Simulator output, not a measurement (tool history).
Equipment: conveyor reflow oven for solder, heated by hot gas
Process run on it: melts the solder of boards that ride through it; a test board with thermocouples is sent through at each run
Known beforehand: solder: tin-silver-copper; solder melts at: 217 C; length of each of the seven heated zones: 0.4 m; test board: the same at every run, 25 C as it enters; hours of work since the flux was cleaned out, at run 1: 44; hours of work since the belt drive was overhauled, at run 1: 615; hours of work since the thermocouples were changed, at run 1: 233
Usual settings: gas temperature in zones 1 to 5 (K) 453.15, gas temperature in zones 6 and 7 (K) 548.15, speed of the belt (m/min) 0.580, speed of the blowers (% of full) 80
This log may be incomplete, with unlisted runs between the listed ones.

run	hour	gas temperature in zones 1 to 5 (K)	gas temperature in zones 6 and 7 (K)	speed of the belt (m/min)	speed of the blowers (% of full)	hours of work since the flux was cleaned out	hours of work since the belt drive was overhauled	hours of work since the thermocouples were changed	highest temperature of the board (K)	time above the solder's melting point (s)
1	0.0	453.15	548.15	0.580	80	44	615	233	535.55	72.6
2	29.0	453.15	548.15	0.580	80	61	632	250	535.55	72.6
3	55.8	453.15	548.15	0.580	80	76	647	265	535.55	72.5
4	72.9	453.15	548.15	0.580	80	86	657	275	535.45	72.6
5	101.4	453.15	548.15	0.580	55	102	673	291	530.55	68.6
6	130.6	453.15	548.15	0.580	55	119	690	308	530.35	68.3
7	156.6	453.15	548.15	0.580	80	134	705	323	535.45	72.4
8	175.6	453.15	548.15	0.580	80	145	716	334	535.35	72.3
9	187.6	453.15	548.15	0.580	80	152	722	340	535.25	72.3
10	214.5	467.15	548.15	0.580	80	167	738	356	537.25	79.9
11	241.3	467.15	548.15	0.580	80	182	753	371	536.95	79.5
12	266.2	460.15	537.15	0.503	84	197	767	385	529.95	84.7
13	285.9	460.15	537.15	0.503	84	208	779	397	529.95	84.7
14	309.2	440.15	537.15	0.503	84	221	792	410	527.25	74.1
15	332.5	461.15	548.15	0.580	61	234	805	423	533.05	73.9
16	353.2	461.15	541.15	0.644	65	246	817	435	524.25	60.2
17	365.5	461.15	541.15	0.690	53	253	824	442	518.85	50.3
18	380.5	442.15	547.15	0.580	88	262	833	451	532.95	67.2
19	406.1	458.15	548.15	0.580	54	277	847	465	530.65	70.6
20	429.9	458.15	548.15	0.580	54	290	861	479	530.65	70.4
21	455.9	459.15	548.15	0.498	63	305	876	494	536.85	88.8
# hour 468.8: flux residue cleaned out of gas plates and filters
22	490.4	459.15	548.15	0.685	76	12	893	511	531.75	61.4

Each row is a separate what-if for the run after 22, all from the same tool condition, not one after another. Results?
A	505.0	446.15	548.15	0.540	80	21	901	519	?	?
B	505.0	453.15	562.15	0.580	80	21	901	519	?	?
C	505.0	459.15	546.15	0.685	76	21	901	519	?	?

run	highest temperature of the board (K)	time above the solder's melting point (s)
A	537.75	77.7
B	549.55	79.8
C	530.25	60.9
Stripped of hidden state, with their random variation kept, the same runs would have yielded:
run	highest temperature of the board (K)	time above the solder's melting point (s)
A	536.05	74.9
B	547.85	77.1
C	528.65	58.5

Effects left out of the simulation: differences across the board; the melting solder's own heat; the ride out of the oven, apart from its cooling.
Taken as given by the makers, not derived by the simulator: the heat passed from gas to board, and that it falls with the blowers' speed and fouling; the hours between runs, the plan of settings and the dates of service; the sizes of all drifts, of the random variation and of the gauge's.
